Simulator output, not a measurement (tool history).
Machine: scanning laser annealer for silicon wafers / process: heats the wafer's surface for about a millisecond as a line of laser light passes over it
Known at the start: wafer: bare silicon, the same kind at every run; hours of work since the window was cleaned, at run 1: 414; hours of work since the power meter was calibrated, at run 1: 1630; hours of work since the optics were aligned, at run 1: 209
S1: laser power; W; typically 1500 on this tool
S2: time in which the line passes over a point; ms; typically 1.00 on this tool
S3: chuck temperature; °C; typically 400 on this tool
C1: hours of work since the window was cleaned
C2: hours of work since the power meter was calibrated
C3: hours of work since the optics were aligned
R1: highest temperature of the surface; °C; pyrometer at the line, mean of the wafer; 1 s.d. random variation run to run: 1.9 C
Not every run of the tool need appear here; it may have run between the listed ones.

| run | day | S1 | S2 | S3 | C1 | C2 | C3 | R1 |
|---|---|---|---|---|---|---|---|---|
| 1 | 0.000 | 1500 | 1.00 | 400 | 414 | 1630 | 209 | 1216 |
| 2 | 3.558 | 1500 | 1.00 | 400 | 451 | 1667 | 246 | 1218 |
| 3 | 7.150 | 1500 | 1.00 | 400 | 487 | 1703 | 283 | 1216 |
| 4 | 11.279 | 1373 | 1.00 | 400 | 530 | 1746 | 325 | 1130 |
| 5 | 14.292 | 1500 | 1.00 | 427 | 561 | 1777 | 356 | 1237 |
| 6 | 18.450 | 1500 | 1.00 | 400 | 603 | 1819 | 399 | 1209 |
| 7 | 20.362 | 1475 | 1.00 | 400 | 623 | 1839 | 418 | 1191 |
| 8 | 23.258 | 1403 | 1.00 | 400 | 653 | 1869 | 448 | 1143 |
|  | 26.221 | window over the wafer cleaned |
| 9 | 27.562 | 1403 | 1.00 | 400 | 14 | 1912 | 491 | 1135 |
| 10 | 29.412 | 1403 | 1.00 | 400 | 33 | 1931 | 510 | 1138 |
| 11 | 33.571 | 1403 | 1.00 | 400 | 75 | 1974 | 553 | 1134 |
| 12 | 37.029 | 1500 | 1.00 | 400 | 111 | 2009 | 589 | 1192 |
| 13 | 39.221 | 1500 | 1.00 | 400 | 134 | 2032 | 611 | 1188 |
| 14 | 41.788 | 1500 | 1.00 | 400 | 160 | 2058 | 637 | 1191 |
| 15 | 43.621 | 1500 | 1.00 | 400 | 179 | 2077 | 656 | 1189 |
|  | 46.071 | window over the wafer cleaned, once more |
| 16 | 46.900 | 1500 | 1.00 | 400 | 9 | 2110 | 689 | 1238 |
| 17 | 50.529 | 1500 | 1.00 | 400 | 46 | 2147 | 726 | 1235 |
| 18 | 54.292 | 1500 | 1.00 | 400 | 84 | 2186 | 765 | 1232 |
| 19 | 58.021 | 1500 | 1.08 | 400 | 123 | 2224 | 803 | 1262 |
| 20 | 59.746 | 1500 | 1.10 | 400 | 140 | 2242 | 821 | 1268 |
| 21 | 63.604 | 1283 | 1.00 | 400 | 180 | 2281 | 861 | 1092 |
| 22 | 66.688 | 1500 | 0.93 | 390 | 212 | 2313 | 892 | 1192 |
| 23 | 69.521 | 1375 | 0.93 | 376 | 241 | 2342 | 921 | 1097 |
| 24 | 72.379 | 1283 | 1.25 | 395 | 270 | 2372 | 951 | 1153 |
| 25 | 74.838 | 1283 | 0.91 | 388 | 295 | 2397 | 976 | 1044 |
| 26 | 78.925 | 1381 | 1.14 | 400 | 337 | 2439 | 1018 | 1186 |

The next listed run, before its measurement:
| 27 | 82.346 | 1479 | 0.73 | 372 | 372 | 2474 | 1053 | ? |

R1: 1073 °C
Had the tool carried no hidden state, the very same run would have given R1 1084 °C.
